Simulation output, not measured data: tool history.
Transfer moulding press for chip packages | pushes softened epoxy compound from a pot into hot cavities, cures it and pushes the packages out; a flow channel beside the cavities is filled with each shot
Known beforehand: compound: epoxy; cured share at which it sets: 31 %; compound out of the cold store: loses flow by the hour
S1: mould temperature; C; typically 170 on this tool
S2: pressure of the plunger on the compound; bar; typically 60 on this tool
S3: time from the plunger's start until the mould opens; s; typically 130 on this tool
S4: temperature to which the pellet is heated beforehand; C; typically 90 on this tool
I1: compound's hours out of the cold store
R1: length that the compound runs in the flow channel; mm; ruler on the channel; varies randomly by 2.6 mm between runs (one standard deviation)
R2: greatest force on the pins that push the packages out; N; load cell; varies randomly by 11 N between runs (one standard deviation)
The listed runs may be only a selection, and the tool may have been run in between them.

| run | day | S1 | S2 | S3 | S4 | I1 | R1 | R2 |
|---|---|---|---|---|---|---|---|---|
| 1 | 0 | 170 | 60 | 130 | 90 | 46.6 | 662 | 582 |
| 2 | 2.862 | 170 | 60 | 130 | 90 | 32.3 | 717 | 693 |
|  | 3.329 | cavities cleaned with cleaning compound and waxed |
| 3 | 6.008 | 170 | 60 | 130 | 90 | 13.6 | 790 | 735 |
|  | 7.171 | plunger's sealing rings changed |
|  | 7.858 | cavities cleaned with cleaning compound and waxed |
| 4 | 9.846 | 170 | 60 | 130 | 90 | 34.4 | 732 | 635 |
|  | 12.238 | cavities cleaned with cleaning compound and waxed |
| 5 | 12.533 | 170 | 60 | 130 | 90 | 29.2 | 749 | 529 |
| 6 | 14.533 | 170 | 60 | 123 | 90 | 15.7 | 812 | 719 |
|  | 16.658 | cavities cleaned with cleaning compound and waxed |
| 7 | 16.708 | 170 | 60 | 123 | 90 | 45.4 | 669 | 560 |
| 8 | 18.304 | 170 | 60 | 123 | 90 | 43.9 | 670 | 660 |
| 9 | 20.85 | 170 | 60 | 123 | 90 | 21.9 | 762 | 785 |
|  | 21.192 | cavities cleaned with cleaning compound and waxed |
| 10 | 23.421 | 170 | 60 | 130 | 90 | 37 | 686 | 652 |
|  | 25.4 | plunger's sealing rings changed |
|  | 25.708 | cavities cleaned with cleaning compound and waxed |
| 11 | 26.846 | 170 | 60 | 125 | 90 | 22 | 794 | 627 |
| 12 | 29.712 | 170 | 63.9 | 125 | 90 | 31.1 | 769 | 770 |
|  | 30.242 | cavities cleaned with cleaning compound and waxed |
|  | 32.258 | mould's thermocouples calibrated |
| 13 | 32.546 | 170 | 60 | 130 | 90 | 11 | 830 | 664 |
|  | 34.721 | cavities cleaned with cleaning compound and waxed |
| 14 | 35.621 | 170 | 54.4 | 130 | 82 | 21.1 | 738 | 582 |
| 15 | 38.888 | 170 | 54.4 | 130 | 82 | 34.6 | 672 | 721 |
|  | 39.179 | cavities cleaned with cleaning compound and waxed |
| 16 | 42.275 | 173 | 54.4 | 130 | 82 | 47.7 | 602 | 657 |
|  | 43.625 | plunger's sealing rings changed |
|  | 43.688 | cavities cleaned with cleaning compound and waxed |
| 17 | 44.354 | 171 | 54.4 | 115 | 98 | 22.4 | 749 | 644 |
| 18 | 47.862 | 171 | 54.4 | 115 | 98 | 11 | 799 | 877 |
|  | 48.225 | cavities cleaned with cleaning compound and waxed |
| 19 | 50.054 | 171 | 49.8 | 141 | 98 | 29.9 | 671 | 564 |
|  | 52.846 | cavities cleaned with cleaning compound and waxed |
| 20 | 53.758 | 171 | 49.8 | 141 | 98 | 30.5 | 664 | 546 |
|  | 57.275 | cavities cleaned with cleaning compound and waxed |
| 21 | 57.6 | 170 | 60 | 123 | 90 | 45.7 | 660 | 559 |
| 22 | 60.9 | 170 | 60 | 123 | 90 | 13.8 | 797 | 810 |
|  | 61.8 | plunger's sealing rings changed |
|  | 61.862 | cavities cleaned with cleaning compound and waxed |
| 23 | 63.475 | 170 | 60 | 123 | 90 | 46 | 684 | 643 |
|  | 66.212 | cavities cleaned with cleaning compound and waxed |
| 24 | 66.679 | 170 | 60 | 123 | 90 | 21.3 | 790 | 613 |
| 25 | 69.233 | 171 | 60 | 130 | 90 | 47.2 | 664 | 680 |
|  | 70.667 | cavities cleaned with cleaning compound and waxed |
| 26 | 71.525 | 171 | 60 | 130 | 90 | 14.3 | 807 | 572 |

Alternative continuations, all from the tool just after run 26; predict every row:
| A | 74.688 | 171 | 60 | 130 | 86 | 43.9 | ? | ? |
| B | 74.688 | 170 | 60 | 130 | 92 | 27.3 | ? | ? |
| C | 74.688 | 172 | 60 | 160 | 90 | 42 | ? | ? |
| D | 74.688 | 171 | 60 | 130 | 98 | 36.2 | ? | ? |

| run | R1 | R2 |
|---|---|---|
| A | 668 | 709 |
| B | 739 | 737 |
| C | 671 | 629 |
| D | 697 | 695 |
Had the tool no hidden state, the same runs would have come out as:
| run | R1 | R2 |
|---|---|---|
| A | 699 | 483 |
| B | 774 | 497 |
| C | 702 | 438 |
| D | 730 | 473 |
